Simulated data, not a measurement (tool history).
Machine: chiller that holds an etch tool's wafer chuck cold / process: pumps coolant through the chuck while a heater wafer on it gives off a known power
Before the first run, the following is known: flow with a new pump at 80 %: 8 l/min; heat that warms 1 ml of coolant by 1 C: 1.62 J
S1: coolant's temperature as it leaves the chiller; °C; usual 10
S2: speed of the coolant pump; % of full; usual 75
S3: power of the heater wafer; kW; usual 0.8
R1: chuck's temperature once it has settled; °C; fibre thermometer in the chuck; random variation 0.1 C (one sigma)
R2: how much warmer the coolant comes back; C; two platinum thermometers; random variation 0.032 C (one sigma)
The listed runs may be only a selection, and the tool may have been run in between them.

run,hour,S1,S2,S3,R1,R2
1,0,10,75,0.8,19.9,3.95
2,40.9,10,75,0.8,19.7,3.94
3,114.2,10,64,0.8,20.8,4.65
4,162.9,10,75,0.957,21.6,4.73
5,239.8,10,75,0.957,21.8,4.7
6,295.9,10,75,0.8,19.8,3.94
7,376.5,10,75,0.8,19.7,3.91
8,453.4,10,75,0.631,17.7,3.03
9,524.2,10,75,0.631,17.8,3.07
10,582.3,10,75,0.631,17.8,2.93
11,631.3,20,75,0.8,29.8,3.77
12,712.6,10,75,0.8,19.7,3.8
13,787.4,10,75,0.8,19.6,3.75
14,876.2,10,75,0.461,15.7,2.06
15,945,10,75,0.8,20,3.74
# hour 981.1: gauge calibrated
16,1010.4,10,75,0.8,19.9,3.92
17,1062.5,10,84,0.533,16.1,2.31
18,1143,10,84,0.533,16.2,2.3
19,1231.2,14,80,0.648,21.7,2.91
20,1287.8,7,75,0.79,16.7,3.86
21,1334.7,1,75,0.533,7.5,2.52
22,1376.4,10,61,0.707,19.8,4.26
23,1464,10,78,0.93,21.3,4.28
24,1504.2,10,78,0.93,21.1,4.29
25,1593,7,75,1.133,20.9,5.48
26,1673.6,7,65,0.815,17.8,4.5
27,1721.5,10,94,0.604,16.5,2.18
28,1791.4,10,94,0.604,16.6,2.23
29,1853.3,1,77,0.714,9.9,3.2
30,1914.2,10,67,0.719,19.4,3.77
31,1983.9,19,62,0.719,28.8,4.1
32,2026.3,6,81,0.661,13.9,2.86

Results for each run, recomputed without the tool's hidden state and with each run's random variation untouched:
Hidden state present: heat passed by the chuck's channels, % of clean ones'; flow at a given pump speed, % of a new pump's; coolant's true temperature over the reading, C; drift of the gauge itself on chuck_c, C; drift of the gauge itself on warmer_back_c, C.
run,R2
1,3.95
2,3.95
3,4.67
4,4.76
5,4.75
6,4
7,3.99
8,3.12
9,3.18
10,3.06
11,3.9
12,3.95
13,3.92
14,2.25
15,3.94
16,3.92
17,2.33
18,2.33
19,2.96
20,3.92
21,2.59
22,4.35
23,4.38
24,4.4
25,5.6
26,4.64
27,2.33
28,2.4
29,3.39
30,3.97
31,4.31
32,3.08
For R1, the value without the hidden state is never more than 0.1 °C from the measured value.
